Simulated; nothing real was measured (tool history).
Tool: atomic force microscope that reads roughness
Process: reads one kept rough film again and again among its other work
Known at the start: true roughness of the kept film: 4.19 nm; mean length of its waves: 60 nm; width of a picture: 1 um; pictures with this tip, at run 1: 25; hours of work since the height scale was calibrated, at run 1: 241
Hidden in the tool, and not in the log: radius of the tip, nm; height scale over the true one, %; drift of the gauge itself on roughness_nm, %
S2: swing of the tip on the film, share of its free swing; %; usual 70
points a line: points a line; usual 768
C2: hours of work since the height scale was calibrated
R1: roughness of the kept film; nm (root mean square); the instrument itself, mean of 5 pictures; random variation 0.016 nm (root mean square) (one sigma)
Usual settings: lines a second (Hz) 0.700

run 1 hour=0.0 | lines_a_second_(Hz)=0.700 S2=70 points_a_line=768 | pictures_with_this_tip=25 C2=241 | R1=3.945
run 2 hour=15.2 | lines_a_second_(Hz)=0.700 S2=70 points_a_line=768 | pictures_with_this_tip=36 C2=247 | R1=3.936
run 3 hour=32.6 | lines_a_second_(Hz)=0.700 S2=70 points_a_line=768 | pictures_with_this_tip=49 C2=254 | R1=3.930
run 4 hour=44.3 | lines_a_second_(Hz)=0.700 S2=70 points_a_line=768 | pictures_with_this_tip=57 C2=259 | R1=3.934
run 5 hour=58.7 | lines_a_second_(Hz)=0.700 S2=62 points_a_line=768 | pictures_with_this_tip=68 C2=265 | R1=3.970
run 6 hour=68.7 | lines_a_second_(Hz)=1.790 S2=70 points_a_line=768 | pictures_with_this_tip=75 C2=270 | R1=3.721
run 7 hour=80.3 | lines_a_second_(Hz)=1.372 S2=70 points_a_line=768 | pictures_with_this_tip=83 C2=275 | R1=3.778
run 8 hour=91.3 | lines_a_second_(Hz)=1.372 S2=70 points_a_line=768 | pictures_with_this_tip=92 C2=279 | R1=3.796
run 9 hour=106.4 | lines_a_second_(Hz)=1.372 S2=70 points_a_line=768 | pictures_with_this_tip=102 C2=286 | R1=3.774
run 10 hour=119.5 | lines_a_second_(Hz)=0.700 S2=70 points_a_line=297 | pictures_with_this_tip=112 C2=291 | R1=3.887
run 11 hour=132.3 | lines_a_second_(Hz)=0.700 S2=67 points_a_line=297 | pictures_with_this_tip=121 C2=297 | R1=3.896
run 12 hour=141.4 | lines_a_second_(Hz)=0.700 S2=67 points_a_line=297 | pictures_with_this_tip=128 C2=301 | R1=3.863
run 13 hour=156.6 | lines_a_second_(Hz)=0.700 S2=67 points_a_line=297 | pictures_with_this_tip=139 C2=307 | R1=3.899
run 14 hour=170.8 | lines_a_second_(Hz)=0.700 S2=67 points_a_line=297 | pictures_with_this_tip=150 C2=313 | R1=3.888
run 15 hour=185.6 | lines_a_second_(Hz)=0.700 S2=67 points_a_line=297 | pictures_with_this_tip=160 C2=319 | R1=3.851
run 16 hour=200.0 | lines_a_second_(Hz)=0.565 S2=67 points_a_line=297 | pictures_with_this_tip=171 C2=325 | R1=3.885
run 17 hour=216.9 | lines_a_second_(Hz)=0.565 S2=67 points_a_line=736 | pictures_with_this_tip=183 C2=333 | R1=3.874
run 18 hour=229.4 | lines_a_second_(Hz)=0.565 S2=67 points_a_line=736 | pictures_with_this_tip=192 C2=338 | R1=3.878
run 19 hour=244.9 | lines_a_second_(Hz)=0.700 S2=70 points_a_line=768 | pictures_with_this_tip=204 C2=344 | R1=3.802
run 20 hour=261.6 | lines_a_second_(Hz)=0.533 S2=70 points_a_line=768 | pictures_with_this_tip=216 C2=351 | R1=3.848
run 21 hour=278.0 | lines_a_second_(Hz)=0.700 S2=70 points_a_line=768 | pictures_with_this_tip=228 C2=358 | R1=3.782
run 22 hour=286.4 | lines_a_second_(Hz)=0.700 S2=70 points_a_line=768 | pictures_with_this_tip=234 C2=362 | R1=3.808
run 23 hour=303.6 | lines_a_second_(Hz)=0.700 S2=70 points_a_line=768 | pictures_with_this_tip=246 C2=369 | R1=3.794
run 24 hour=311.9 | lines_a_second_(Hz)=0.700 S2=70 points_a_line=768 | pictures_with_this_tip=253 C2=373 | R1=3.821
run 25 hour=322.1 | lines_a_second_(Hz)=0.700 S2=77 points_a_line=768 | pictures_with_this_tip=260 C2=377 | R1=3.709
run 26 hour=333.2 | lines_a_second_(Hz)=0.700 S2=77 points_a_line=768 | pictures_with_this_tip=268 C2=382 | R1=3.729
run 27 hour=347.7 | lines_a_second_(Hz)=2.823 S2=84 points_a_line=297 | pictures_with_this_tip=279 C2=388 | R1=2.990
run 28 hour=361.6 | lines_a_second_(Hz)=2.823 S2=84 points_a_line=297 | pictures_with_this_tip=289 C2=394 | R1=2.993
run 29 hour=369.2 | lines_a_second_(Hz)=2.823 S2=84 points_a_line=297 | pictures_with_this_tip=294 C2=397 | R1=2.958
run 30 hour=385.7 | lines_a_second_(Hz)=0.700 S2=56 points_a_line=460 | pictures_with_this_tip=306 C2=404 | R1=3.841
run 31 hour=397.1 | lines_a_second_(Hz)=0.700 S2=70 points_a_line=367 | pictures_with_this_tip=315 C2=409 | R1=3.757
run 32 hour=410.2 | lines_a_second_(Hz)=0.554 S2=63 points_a_line=680 | pictures_with_this_tip=324 C2=414 | R1=3.819
run 33 hour=421.3 | lines_a_second_(Hz)=1.922 S2=59 points_a_line=331 | pictures_with_this_tip=332 C2=419 | R1=3.687
run 34 hour=434.0 | lines_a_second_(Hz)=1.922 S2=59 points_a_line=331 | pictures_with_this_tip=342 C2=425 | R1=3.690
run 35 hour=444.9 | lines_a_second_(Hz)=0.700 S2=78 points_a_line=768 | pictures_with_this_tip=350 C2=429 | R1=3.657
-- hour=460.2 new tip fitted
run 36 hour=462.9 | lines_a_second_(Hz)=3.788 S2=86 points_a_line=994 | pictures_with_this_tip=2 C2=437 | R1=2.854
run 37 hour=472.6 | lines_a_second_(Hz)=3.788 S2=86 points_a_line=994 | pictures_with_this_tip=9 C2=441 | R1=2.845
run 38 hour=480.4 | lines_a_second_(Hz)=3.788 S2=86 points_a_line=994 | pictures_with_this_tip=15 C2=444 | R1=2.829
run 39 hour=495.0 | lines_a_second_(Hz)=0.530 S2=62 points_a_line=994 | pictures_with_this_tip=26 C2=450 | R1=4.042
run 40 hour=504.2 | lines_a_second_(Hz)=1.239 S2=67 points_a_line=964 | pictures_with_this_tip=32 C2=454 | R1=3.865
run 41 hour=513.2 | lines_a_second_(Hz)=2.438 S2=68 points_a_line=964 | pictures_with_this_tip=39 C2=458 | R1=3.667
run 42 hour=528.5 | lines_a_second_(Hz)=2.438 S2=68 points_a_line=964 | pictures_with_this_tip=50 C2=464 | R1=3.667
run 43 hour=540.9 | lines_a_second_(Hz)=2.438 S2=68 points_a_line=964 | pictures_with_this_tip=59 C2=470 | R1=3.657
run 44 hour=555.6 | lines_a_second_(Hz)=2.438 S2=69 points_a_line=543 | pictures_with_this_tip=70 C2=476 | R1=3.620
run 45 hour=569.1 | lines_a_second_(Hz)=0.846 S2=90 points_a_line=399 | pictures_with_this_tip=80 C2=482 | R1=3.631
run 46 hour=581.7 | lines_a_second_(Hz)=2.991 S2=85 points_a_line=399 | pictures_with_this_tip=89 C2=487 | R1=3.018
run 47 hour=592.1 | lines_a_second_(Hz)=1.189 S2=77 points_a_line=648 | pictures_with_this_tip=97 C2=491 | R1=3.708
run 48 hour=608.9 | lines_a_second_(Hz)=0.561 S2=67 points_a_line=372 | pictures_with_this_tip=109 C2=498 | R1=3.929
run 49 hour=624.5 | lines_a_second_(Hz)=1.219 S2=70 points_a_line=768 | pictures_with_this_tip=120 C2=505 | R1=3.793
run 50 hour=637.0 | lines_a_second_(Hz)=2.595 S2=66 points_a_line=441 | pictures_with_this_tip=129 C2=510 | R1=3.632
run 51 hour=653.8 | lines_a_second_(Hz)=0.814 S2=60 points_a_line=309 | pictures_with_this_tip=142 C2=518 | R1=3.894
run 52 hour=661.9 | lines_a_second_(Hz)=1.103 S2=72 points_a_line=384 | pictures_with_this_tip=148 C2=521 | R1=3.754

3 ways to go on from here, each from the tool as it stands after run 52. What would each give?
run A hour=674.8 | lines_a_second_(Hz)=0.532 S2=56 points_a_line=498 | pictures_with_this_tip=157 C2=526 | R1=?
run B hour=674.8 | lines_a_second_(Hz)=1.802 S2=70 points_a_line=768 | pictures_with_this_tip=157 C2=526 | R1=?
run C hour=674.8 | lines_a_second_(Hz)=1.852 S2=67 points_a_line=346 | pictures_with_this_tip=157 C2=526 | R1=?

run=A R1=3.963
run=B R1=3.681
run=C R1=3.693
Without the tool's hidden state the same runs would have given:
run=A R1=4.050
run=B R1=3.762
run=C R1=3.775
